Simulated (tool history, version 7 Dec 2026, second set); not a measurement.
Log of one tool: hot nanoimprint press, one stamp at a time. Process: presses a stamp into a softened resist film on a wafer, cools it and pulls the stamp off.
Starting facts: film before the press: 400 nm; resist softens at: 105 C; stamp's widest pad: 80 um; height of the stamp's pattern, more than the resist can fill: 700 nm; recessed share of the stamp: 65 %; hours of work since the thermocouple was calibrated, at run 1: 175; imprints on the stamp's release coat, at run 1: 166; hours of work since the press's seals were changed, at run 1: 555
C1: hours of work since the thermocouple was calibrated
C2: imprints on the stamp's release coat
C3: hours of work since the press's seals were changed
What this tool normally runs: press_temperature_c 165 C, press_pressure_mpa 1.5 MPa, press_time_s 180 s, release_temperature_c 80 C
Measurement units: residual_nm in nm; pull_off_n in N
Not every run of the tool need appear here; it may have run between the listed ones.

run 1 hour=0 | press_temperature_c=165 press_pressure_mpa=1.5 press_time_s=180 release_temperature_c=80 | C1=175 C2=166 C3=555 | residual_nm=145.9 pull_off_n=149
run 2 hour=25 | press_temperature_c=165 press_pressure_mpa=1.5 press_time_s=180 release_temperature_c=80 | C1=195 C2=303 C3=574 | residual_nm=146.4 pull_off_n=147
run 3 hour=55.5 | press_temperature_c=165 press_pressure_mpa=1.5 press_time_s=180 release_temperature_c=80 | C1=218 C2=469 C3=598 | residual_nm=145.9 pull_off_n=156
-- hour=74.3 stamp cleaned and given a new release coat
run 4 hour=90.4 | press_temperature_c=165 press_pressure_mpa=1.5 press_time_s=180 release_temperature_c=80 | C1=241 C2=88 C3=620 | residual_nm=147.1 pull_off_n=145
run 5 hour=125.4 | press_temperature_c=165 press_pressure_mpa=1.96 press_time_s=180 release_temperature_c=80 | C1=268 C2=279 C3=647 | residual_nm=126.2 pull_off_n=149
run 6 hour=159.2 | press_temperature_c=165 press_pressure_mpa=1.5 press_time_s=180 release_temperature_c=80 | C1=294 C2=463 C3=673 | residual_nm=150.2 pull_off_n=150
-- hour=180 stamp cleaned and given a new release coat
run 7 hour=198 | press_temperature_c=165 press_pressure_mpa=1.5 press_time_s=180 release_temperature_c=72 | C1=319 C2=98 C3=699 | residual_nm=148.7 pull_off_n=173
run 8 hour=223.1 | press_temperature_c=165 press_pressure_mpa=1.5 press_time_s=180 release_temperature_c=72 | C1=339 C2=234 C3=718 | residual_nm=150.5 pull_off_n=175
-- hour=258.7 plate thermocouple calibrated
run 9 hour=260.9 | press_temperature_c=165 press_pressure_mpa=1.5 press_time_s=180 release_temperature_c=72 | C1=2 C2=424 C3=745 | residual_nm=144.4 pull_off_n=182
-- hour=288.9 stamp cleaned and given a new release coat
run 10 hour=295.6 | press_temperature_c=156 press_pressure_mpa=1.5 press_time_s=180 release_temperature_c=80 | C1=24 C2=36 C3=767 | residual_nm=193.5 pull_off_n=145
run 11 hour=313.4 | press_temperature_c=156 press_pressure_mpa=1.5 press_time_s=180 release_temperature_c=80 | C1=38 C2=133 C3=781 | residual_nm=193.7 pull_off_n=137
run 12 hour=346.4 | press_temperature_c=165 press_pressure_mpa=2.23 press_time_s=345 release_temperature_c=71 | C1=63 C2=313 C3=806 | residual_nm=91.8 pull_off_n=178
run 13 hour=379.8 | press_temperature_c=176 press_pressure_mpa=1.88 press_time_s=180 release_temperature_c=80 | C1=89 C2=494 C3=832 | residual_nm=93.9 pull_off_n=154
-- hour=393.4 stamp cleaned and given a new release coat
run 14 hour=414.5 | press_temperature_c=157 press_pressure_mpa=1.06 press_time_s=168 release_temperature_c=83 | C1=111 C2=115 C3=854 | residual_nm=230.4 pull_off_n=133
run 15 hour=439.2 | press_temperature_c=157 press_pressure_mpa=1.46 press_time_s=168 release_temperature_c=83 | C1=130 C2=249 C3=874 | residual_nm=194.3 pull_off_n=138
run 16 hour=461.5 | press_temperature_c=171 press_pressure_mpa=1.46 press_time_s=101 release_temperature_c=72 | C1=148 C2=371 C3=891 | residual_nm=155.2 pull_off_n=180
-- hour=498.3 stamp cleaned and given a new release coat
run 17 hour=498.4 | press_temperature_c=171 press_pressure_mpa=1.46 press_time_s=101 release_temperature_c=72 | C1=171 C2=0 C3=915 | residual_nm=154.8 pull_off_n=162
run 18 hour=529.7 | press_temperature_c=171 press_pressure_mpa=1.46 press_time_s=101 release_temperature_c=72 | C1=196 C2=170 C3=939 | residual_nm=154.4 pull_off_n=177
run 19 hour=549.7 | press_temperature_c=171 press_pressure_mpa=1.46 press_time_s=101 release_temperature_c=72 | C1=211 C2=280 C3=954 | residual_nm=153 pull_off_n=175
run 20 hour=564.8 | press_temperature_c=165 press_pressure_mpa=1.75 press_time_s=264 release_temperature_c=66 | C1=223 C2=362 C3=966 | residual_nm=120.3 pull_off_n=198

3 options for the next run, each taken on its own from the tool as it stands now. Forecast them:
run A hour=587.8 | press_temperature_c=172 press_pressure_mpa=1.75 press_time_s=264 release_temperature_c=69 | C1=241 C2=487 C3=984 | residual_nm=? pull_off_n=?
run B hour=587.8 | press_temperature_c=165 press_pressure_mpa=1.68 press_time_s=146 release_temperature_c=75 | C1=241 C2=487 C3=984 | residual_nm=? pull_off_n=?
run C hour=587.8 | press_temperature_c=165 press_pressure_mpa=1.78 press_time_s=256 release_temperature_c=80 | C1=241 C2=487 C3=984 | residual_nm=? pull_off_n=?

run=A residual_nm=96.1 pull_off_n=197
run=B residual_nm=150.8 pull_off_n=175
run=C residual_nm=121.8 pull_off_n=157
With the hidden condition removed and each run's random variation left untouched, the same runs would have given:
run=A residual_nm=89.2 pull_off_n=174
run=B residual_nm=140.5 pull_off_n=154
run=C residual_nm=112.9 pull_off_n=138

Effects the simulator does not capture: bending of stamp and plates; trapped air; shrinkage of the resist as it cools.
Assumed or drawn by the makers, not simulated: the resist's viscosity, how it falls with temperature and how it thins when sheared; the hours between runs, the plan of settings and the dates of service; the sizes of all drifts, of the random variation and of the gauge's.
